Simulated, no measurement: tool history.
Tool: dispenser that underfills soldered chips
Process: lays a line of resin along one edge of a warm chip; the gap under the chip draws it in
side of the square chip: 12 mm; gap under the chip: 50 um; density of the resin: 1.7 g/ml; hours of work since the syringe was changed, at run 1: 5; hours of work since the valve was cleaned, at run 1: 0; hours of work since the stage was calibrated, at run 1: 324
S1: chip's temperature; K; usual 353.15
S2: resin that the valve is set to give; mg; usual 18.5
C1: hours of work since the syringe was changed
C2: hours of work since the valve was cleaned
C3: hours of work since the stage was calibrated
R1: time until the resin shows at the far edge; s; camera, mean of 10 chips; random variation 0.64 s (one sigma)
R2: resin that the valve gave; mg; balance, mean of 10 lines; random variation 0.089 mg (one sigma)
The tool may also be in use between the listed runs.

{"run": 1, "hour": 0.0, "S1": 353.15, "S2": 18.5, "C1": 5, "C2": 0, "C3": 324, "R1": 67.7, "R2": 18.42}
{"hour": 7.4, "done": "new syringe of resin"}
{"run": 2, "hour": 11.8, "S1": 353.15, "S2": 18.5, "C1": 3, "C2": 9, "C3": 333, "R1": 63.9, "R2": 18.43}
{"hour": 20.7, "done": "new syringe of resin"}
{"run": 3, "hour": 24.7, "S1": 353.15, "S2": 18.5, "C1": 3, "C2": 19, "C3": 343, "R1": 62.1, "R2": 18.16}
{"hour": 33.0, "done": "new syringe of resin"}
{"run": 4, "hour": 33.3, "S1": 353.15, "S2": 18.5, "C1": 0, "C2": 25, "C3": 349, "R1": 51.3, "R2": 18.19}
{"hour": 45.2, "done": "new syringe of resin"}
{"run": 5, "hour": 50.8, "S1": 353.15, "S2": 18.5, "C1": 4, "C2": 38, "C3": 363, "R1": 66.8, "R2": 17.9}
{"hour": 58.3, "done": "new syringe of resin"}
{"run": 6, "hour": 66.5, "S1": 353.15, "S2": 18.5, "C1": 6, "C2": 50, "C3": 375, "R1": 75.3, "R2": 17.63}
{"hour": 70.7, "done": "new syringe of resin"}
{"hour": 83.6, "done": "new syringe of resin"}
{"run": 7, "hour": 83.6, "S1": 353.15, "S2": 18.5, "C1": 0, "C2": 63, "C3": 387, "R1": 50.5, "R2": 17.56}
{"hour": 96.1, "done": "new syringe of resin"}
{"hour": 97.1, "done": "dispensing valve cleaned and set on the balance"}
{"run": 8, "hour": 97.1, "S1": 353.15, "S2": 18.5, "C1": 0, "C2": 0, "C3": 397, "R1": 49.1, "R2": 18.51}
{"hour": 105.4, "done": "stage's temperature calibrated"}
{"hour": 110.7, "done": "new syringe of resin"}
{"run": 9, "hour": 111.8, "S1": 353.15, "S2": 18.5, "C1": 1, "C2": 10, "C3": 5, "R1": 60.6, "R2": 18.44}
{"hour": 123.6, "done": "new syringe of resin"}
{"run": 10, "hour": 126.7, "S1": 353.15, "S2": 18.5, "C1": 2, "C2": 22, "C3": 16, "R1": 68.2, "R2": 18.04}
{"hour": 136.0, "done": "new syringe of resin"}
{"run": 11, "hour": 140.3, "S1": 353.15, "S2": 18.5, "C1": 3, "C2": 32, "C3": 26, "R1": 70.3, "R2": 17.93}
{"hour": 148.9, "done": "new syringe of resin"}
{"run": 12, "hour": 150.3, "S1": 353.15, "S2": 18.5, "C1": 1, "C2": 39, "C3": 34, "R1": 60.2, "R2": 17.83}
{"hour": 162.1, "done": "new syringe of resin"}
{"run": 13, "hour": 167.1, "S1": 346.15, "S2": 16.9, "C1": 4, "C2": 52, "C3": 47, "R1": 106.3, "R2": 16.27}
{"hour": 175.4, "done": "new syringe of resin"}
{"run": 14, "hour": 176.1, "S1": 352.15, "S2": 17.0, "C1": 1, "C2": 59, "C3": 53, "R1": 62.3, "R2": 16.25}
{"hour": 188.5, "done": "new syringe of resin"}
{"run": 15, "hour": 190.1, "S1": 352.15, "S2": 17.0, "C1": 1, "C2": 69, "C3": 64, "R1": 67.7, "R2": 16.3}
{"hour": 195.1, "done": "dispensing valve cleaned and set on the balance"}
{"hour": 202.5, "done": "new syringe of resin"}
{"run": 16, "hour": 206.7, "S1": 352.15, "S2": 17.0, "C1": 3, "C2": 9, "C3": 76, "R1": 74.4, "R2": 16.79}
{"hour": 215.9, "done": "new syringe of resin"}
{"run": 17, "hour": 220.8, "S1": 340.15, "S2": 16.2, "C1": 4, "C2": 19, "C3": 86, "R1": 154.5, "R2": 15.99}
{"hour": 228.8, "done": "new syringe of resin"}
{"run": 18, "hour": 229.0, "S1": 367.15, "S2": 18.4, "C1": 0, "C2": 25, "C3": 92, "R1": 28.4, "R2": 18.03}
{"hour": 241.6, "done": "new syringe of resin"}
{"run": 19, "hour": 242.2, "S1": 367.15, "S2": 18.4, "C1": 0, "C2": 35, "C3": 102, "R1": 28.2, "R2": 17.94}
{"run": 20, "hour": 249.8, "S1": 361.15, "S2": 15.8, "C1": 6, "C2": 41, "C3": 108, "R1": 56.6, "R2": 15.26}
{"hour": 254.4, "done": "new syringe of resin"}
{"run": 21, "hour": 263.8, "S1": 347.15, "S2": 15.8, "C1": 7, "C2": 52, "C3": 119, "R1": 126.7, "R2": 15.19}
{"hour": 266.9, "done": "new syringe of resin"}
{"run": 22, "hour": 272.1, "S1": 347.15, "S2": 20.1, "C1": 4, "C2": 58, "C3": 125, "R1": 95.9, "R2": 19.22}
{"hour": 279.4, "done": "new syringe of resin"}
{"run": 23, "hour": 289.5, "S1": 353.15, "S2": 18.7, "C1": 8, "C2": 71, "C3": 138, "R1": 92.3, "R2": 17.72}

How the hidden state differs across the entries between the runs, from the last listed run before each to the first after it:
Between runs 1 and 2: new syringe of resin (hour 7.4)
  resin's viscosity, % of fresh resin's: 134.3 -> 125.3; dose that the valve gives, % of what is set: 99.75 -> 99.02; true chip temperature over the reading, C: 2.06 -> 2.11
  measured less the result without the state, R1: +11.7 -> +7.1 s; R2: -0.04 -> -0.18 mg
Between runs 2 and 3: new syringe of resin (hour 20.7)
  resin's viscosity, % of fresh resin's: 125.3 -> 123.5; dose that the valve gives, % of what is set: 99.02 -> 98.24; true chip temperature over the reading, C: 2.11 -> 2.16
  measured less the result without the state, R1: +7.1 -> +6.1 s; R2: -0.18 -> -0.33 mg
Between runs 3 and 4: new syringe of resin (hour 33.0)
  resin's viscosity, % of fresh resin's: 123.5 -> 101; dose that the valve gives, % of what is set: 98.24 -> 97.76; true chip temperature over the reading, C: 2.16 -> 2.19
  measured less the result without the state, R1: +6.1 -> -5.3 s; R2: -0.33 -> -0.42 mg
Between runs 4 and 5: new syringe of resin (hour 45.2)
  resin's viscosity, % of fresh resin's: 101 -> 132.4; dose that the valve gives, % of what is set: 97.76 -> 96.78; true chip temperature over the reading, C: 2.19 -> 2.26
  measured less the result without the state, R1: -5.3 -> +10.4 s; R2: -0.42 -> -0.59 mg
Between runs 5 and 6: new syringe of resin (hour 58.3)
  resin's viscosity, % of fresh resin's: 132.4 -> 150.3; dose that the valve gives, % of what is set: 96.78 -> 95.9; true chip temperature over the reading, C: 2.26 -> 2.32
  measured less the result without the state, R1: +10.4 -> +19.3 s; R2: -0.59 -> -0.76 mg
Between runs 6 and 7: new syringe of resin (hour 70.7); new syringe of resin (hour 83.6)
  resin's viscosity, % of fresh resin's: 150.3 -> 100.5; dose that the valve gives, % of what is set: 95.9 -> 94.91; true chip temperature over the reading, C: 2.32 -> 2.39
  measured less the result without the state, R1: +19.3 -> -5.8 s; R2: -0.76 -> -0.94 mg
Between runs 7 and 8: new syringe of resin (hour 96.1); dispensing valve cleaned and set on the balance (hour 97.1)
  resin's viscosity, % of fresh resin's: 100.5 -> 100.3; dose that the valve gives, % of what is set: 94.91 -> 100.04; true chip temperature over the reading, C: 2.39 -> 2.44
  measured less the result without the state, R1: -5.8 -> -6.5 s; R2: -0.94 -> +0.00 mg
Between runs 8 and 9: stage's temperature calibrated (hour 105.4); new syringe of resin (hour 110.7)
  resin's viscosity, % of fresh resin's: 100.3 -> 107.2; dose that the valve gives, % of what is set: 100.04 -> 99.24; true chip temperature over the reading, C: 2.44 -> -0.03
  measured less the result without the state, R1: -6.5 -> +4.2 s; R2: +0.00 -> -0.14 mg
Between runs 9 and 10: new syringe of resin (hour 123.6)
  resin's viscosity, % of fresh resin's: 107.2 -> 120.1; dose that the valve gives, % of what is set: 99.24 -> 98.4; true chip temperature over the reading, C: -0.03 -> 0.03
  measured less the result without the state, R1: +4.2 -> +11.5 s; R2: -0.14 -> -0.30 mg
Between runs 10 and 11: new syringe of resin (hour 136.0)
  resin's viscosity, % of fresh resin's: 120.1 -> 123.5; dose that the valve gives, % of what is set: 98.4 -> 97.64; true chip temperature over the reading, C: 0.03 -> 0.08
  measured less the result without the state, R1: +11.5 -> +13.3 s; R2: -0.30 -> -0.43 mg
Between runs 11 and 12: new syringe of resin (hour 148.9)
  resin's viscosity, % of fresh resin's: 123.5 -> 106.7; dose that the valve gives, % of what is set: 97.64 -> 97.07; true chip temperature over the reading, C: 0.08 -> 0.13
  measured less the result without the state, R1: +13.3 -> +3.7 s; R2: -0.43 -> -0.54 mg
Between runs 12 and 13: new syringe of resin (hour 162.1)
  resin's viscosity, % of fresh resin's: 106.7 -> 129.7; dose that the valve gives, % of what is set: 97.07 -> 96.11; true chip temperature over the reading, C: 0.13 -> 0.2
  measured less the result without the state, R1: +3.7 -> +24.3 s; R2: -0.54 -> -0.66 mg
Between runs 13 and 14: new syringe of resin (hour 175.4)
  resin's viscosity, % of fresh resin's: 129.7 -> 103.1; dose that the valve gives, % of what is set: 96.11 -> 95.64; true chip temperature over the reading, C: 0.2 -> 0.24
  measured less the result without the state, R1: +24.3 -> +1.8 s; R2: -0.66 -> -0.74 mg
Between runs 14 and 15: new syringe of resin (hour 188.5)
  resin's viscosity, % of fresh resin's: 103.1 -> 109.7; dose that the valve gives, % of what is set: 95.64 -> 94.95; true chip temperature over the reading, C: 0.24 -> 0.29
  measured less the result without the state, R1: +1.8 -> +5.8 s; R2: -0.74 -> -0.87 mg
Between runs 15 and 16: dispensing valve cleaned and set on the balance (hour 195.1); new syringe of resin (hour 202.5)
  resin's viscosity, % of fresh resin's: 109.7 -> 124.8; dose that the valve gives, % of what is set: 94.95 -> 99.19; true chip temperature over the reading, C: 0.29 -> 0.35
  measured less the result without the state, R1: +5.8 -> +13.7 s; R2: -0.87 -> -0.13 mg
Between runs 16 and 17: new syringe of resin (hour 215.9)
  resin's viscosity, % of fresh resin's: 124.8 -> 131.6; dose that the valve gives, % of what is set: 99.19 -> 98.43; true chip temperature over the reading, C: 0.35 -> 0.41
  measured less the result without the state, R1: +13.7 -> +34.8 s; R2: -0.13 -> -0.26 mg
Between runs 17 and 18: new syringe of resin (hour 228.8)
  resin's viscosity, % of fresh resin's: 131.6 -> 102.5; dose that the valve gives, % of what is set: 98.43 -> 97.94; true chip temperature over the reading, C: 0.41 -> 0.44
  measured less the result without the state, R1: +34.8 -> +0.2 s; R2: -0.26 -> -0.38 mg
Between runs 18 and 19: new syringe of resin (hour 241.6)
  resin's viscosity, % of fresh resin's: 102.5 -> 101.1; dose that the valve gives, % of what is set: 97.94 -> 97.19; true chip temperature over the reading, C: 0.44 -> 0.49
  measured less the result without the state, R1: +0.2 -> -0.3 s; R2: -0.38 -> -0.52 mg
Between runs 20 and 21: new syringe of resin (hour 254.4)
  resin's viscosity, % of fresh resin's: 148.1 -> 160.3; dose that the valve gives, % of what is set: 96.77 -> 96.01; true chip temperature over the reading, C: 0.52 -> 0.58
  measured less the result without the state, R1: +17.8 -> +46.5 s; R2: -0.51 -> -0.63 mg
Between runs 21 and 22: new syringe of resin (hour 266.9)
  resin's viscosity, % of fresh resin's: 160.3 -> 129.2; dose that the valve gives, % of what is set: 96.01 -> 95.6; true chip temperature over the reading, C: 0.58 -> 0.61
  measured less the result without the state, R1: +46.5 -> +19.6 s; R2: -0.63 -> -0.88 mg
Between runs 22 and 23: new syringe of resin (hour 279.4)
  resin's viscosity, % of fresh resin's: 129.2 -> 169.8; dose that the valve gives, % of what is set: 95.6 -> 94.59; true chip temperature over the reading, C: 0.61 -> 0.67
  measured less the result without the state, R1: +19.6 -> +36.6 s; R2: -0.88 -> -1.01 mg
